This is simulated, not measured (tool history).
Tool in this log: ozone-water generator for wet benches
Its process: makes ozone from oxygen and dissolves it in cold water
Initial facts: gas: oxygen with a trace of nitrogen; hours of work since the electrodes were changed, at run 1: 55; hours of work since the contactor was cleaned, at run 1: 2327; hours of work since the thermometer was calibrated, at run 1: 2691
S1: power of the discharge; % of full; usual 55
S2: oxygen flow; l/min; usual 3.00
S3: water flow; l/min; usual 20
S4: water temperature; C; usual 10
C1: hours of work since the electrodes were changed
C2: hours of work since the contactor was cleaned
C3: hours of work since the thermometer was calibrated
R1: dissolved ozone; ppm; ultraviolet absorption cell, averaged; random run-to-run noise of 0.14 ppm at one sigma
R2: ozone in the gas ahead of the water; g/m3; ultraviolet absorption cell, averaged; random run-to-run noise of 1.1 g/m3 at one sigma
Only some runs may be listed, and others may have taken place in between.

Run 1, hour 0.0: usual settings; C1 55; C2 2327; C3 2691. Result: R1 15.8 ppm, R2 193.2 g/m3.
Run 2, hour 70.6: usual settings; C1 118; C2 2391; C3 2754. Result: R1 15.7 ppm, R2 191.2 g/m3.
Run 3, hour 146.5: usual settings but S3 27 l/min; C1 186; C2 2459; C3 2822. Result: R1 11.3 ppm, R2 192.2 g/m3.
Run 4, hour 194.8: usual settings; C1 229; C2 2502; C3 2866. Result: R1 15.8 ppm, R2 191.6 g/m3.
Run 5, hour 250.6: usual settings; C1 280; C2 2552; C3 2916. Result: R1 15.5 ppm, R2 189.9 g/m3.
Run 6, hour 316.8: usual settings; C1 339; C2 2611; C3 2975. Result: R1 15.4 ppm, R2 190.4 g/m3.
Run 7, hour 391.7: usual settings; C1 406; C2 2678; C3 3042. Result: R1 15.4 ppm, R2 190.9 g/m3.
Run 8, hour 442.1: usual settings; C1 451; C2 2723; C3 3087. Result: R1 15.4 ppm, R2 189.3 g/m3.
Run 9, hour 492.5: usual settings; C1 496; C2 2769; C3 3132. Result: R1 15.4 ppm, R2 187.8 g/m3.
Run 10, hour 563.9: usual settings; C1 560; C2 2833; C3 3196. Result: R1 15.3 ppm, R2 187.7 g/m3.
Run 11, hour 595.5: usual settings; C1 588; C2 2861; C3 3225. Result: R1 15.4 ppm, R2 187.2 g/m3.
Run 12, hour 659.2: usual settings but S3 21 l/min; C1 646; C2 2918; C3 3282. Result: R1 14.5 ppm, R2 187.6 g/m3.
Run 13, hour 725.6: usual settings but S4 14 C; C1 705; C2 2977; C3 3341. Result: R1 14.7 ppm, R2 186.7 g/m3.
At hour 732.8: water thermometer calibrated.
Run 14, hour 765.2: usual settings but S4 14 C; C1 740; C2 3012; C3 29. Result: R1 14.6 ppm, R2 185.5 g/m3.
Run 15, hour 813.3: usual settings but S4 14 C; C1 783; C2 3056; C3 72. Result: R1 14.4 ppm, R2 186.8 g/m3.
Run 16, hour 878.9: usual settings but S4 14 C; C1 842; C2 3114; C3 131. Result: R1 14.6 ppm, R2 185.8 g/m3.
At hour 897.4: water thermometer calibrated, once more.
Run 17, hour 911.4: usual settings but S1 77 % of full, S2 4.82 l/min, S3 17 l/min; C1 871; C2 3143; C3 13. Result: R1 27.6 ppm, R2 209.0 g/m3.
Run 18, hour 963.8: usual settings but S4 13 C; C1 917; C2 3190; C3 59. Result: R1 14.5 ppm, R2 186.2 g/m3.
Run 19, hour 997.1: usual settings but S1 52 % of full, S2 2.50 l/min, S3 23 l/min, S4 13 C; C1 947; C2 3220; C3 89. Result: R1 11.0 ppm, R2 187.7 g/m3.
Run 20, hour 1034.4: usual settings but S1 52 % of full, S2 2.50 l/min, S3 22 l/min, S4 7 C; C1 981; C2 3253; C3 123. Result: R1 12.2 ppm, R2 186.4 g/m3.
Run 21, hour 1091.6: usual settings but S1 52 % of full, S2 2.50 l/min, S3 22 l/min, S4 7 C; C1 1032; C2 3304; C3 174. Result: R1 12.1 ppm, R2 186.6 g/m3.
Run 22, hour 1130.8: usual settings but S1 88 % of full, S2 2.50 l/min, S3 22 l/min, S4 7 C; C1 1067; C2 3339; C3 209. Result: R1 18.4 ppm, R2 284.6 g/m3.
Run 23, hour 1188.6: usual settings but S1 88 % of full, S2 2.66 l/min, S3 22 l/min, S4 14 C; C1 1119; C2 3391; C3 261. Result: R1 18.0 ppm, R2 277.6 g/m3.
Run 24, hour 1226.3: usual settings but S1 88 % of full, S2 2.66 l/min, S3 22 l/min, S4 14 C; C1 1153; C2 3425; C3 295. Result: R1 18.1 ppm, R2 276.8 g/m3.
Run 25, hour 1264.8: usual settings but S1 88 % of full, S2 2.66 l/min, S3 22 l/min, S4 14 C; C1 1187; C2 3460; C3 329. Result: R1 17.9 ppm, R2 274.7 g/m3.
Run 26, hour 1316.6: usual settings but S1 92 % of full, S2 3.59 l/min, S4 14 C; C1 1234; C2 3506; C3 376. Result: R1 22.7 ppm, R2 262.9 g/m3.
Run 27, hour 1388.6: usual settings but S1 92 % of full, S2 3.59 l/min, S4 14 C; C1 1298; C2 3570; C3 440. Result: R1 23.0 ppm, R2 258.0 g/m3.
Run 28, hour 1447.7: usual settings but S1 92 % of full, S2 3.59 l/min, S4 14 C; C1 1351; C2 3623; C3 493. Result: R1 22.9 ppm, R2 258.4 g/m3.
Run 29, hour 1505.4: usual settings but S1 72 % of full, S3 29 l/min; C1 1403; C2 3675; C3 545. Result: R1 11.8 ppm, R2 227.1 g/m3.
At hour 1560.3: contactor cleaned.
Run 30, hour 1579.9: usual settings but S1 72 % of full, S3 29 l/min; C1 1466; C2 18; C3 608. Result: R1 12.2 ppm, R2 223.4 g/m3.
Run 31, hour 1647.8: usual settings but S1 72 % of full, S2 3.02 l/min, S3 29 l/min; C1 1527; C2 78; C3 669. Result: R1 12.4 ppm, R2 221.6 g/m3.
Run 32, hour 1678.4: usual settings but S1 72 % of full, S2 3.02 l/min, S3 29 l/min; C1 1554; C2 106; C3 696. Result: R1 12.2 ppm, R2 224.1 g/m3.

Below are 5 alternative next runs, each starting from the tool's condition after run 32. Predict each:
Run A, hour 1731.9: usual settings but S1 74 % of full, S2 3.02 l/min, S3 29 l/min; C1 1602; C2 154; C3 744. Result: R1 ?, R2 ?.
Run B, hour 1731.9: usual settings but S1 72 % of full, S2 2.15 l/min, S3 29 l/min; C1 1602; C2 154; C3 744. Result: R1 ?, R2 ?.
Run C, hour 1731.9: usual settings but S1 97 % of full; C1 1602; C2 154; C3 744. Result: R1 ?, R2 ?.
Run D, hour 1731.9: usual settings but S1 69 % of full, S2 2.86 l/min, S3 31 l/min; C1 1602; C2 154; C3 744. Result: R1 ?, R2 ?.
Run E, hour 1731.9: usual settings but S2 4.52 l/min; C1 1602; C2 154; C3 744. Result: R1 ?, R2 ?.

run    R1     R2
  A  12.3  225.1
  B  10.2  244.1
  C  23.2  281.3
  D  10.5  217.2
  E  17.7  160.9
Take away the tool's hidden state, keep each run's random variation, and the runs would have read:
run    R1     R2
  A  13.6  246.7
  B  11.3  267.1
  C  26.1  314.2
  D  11.6  237.0
  E  19.1  172.6
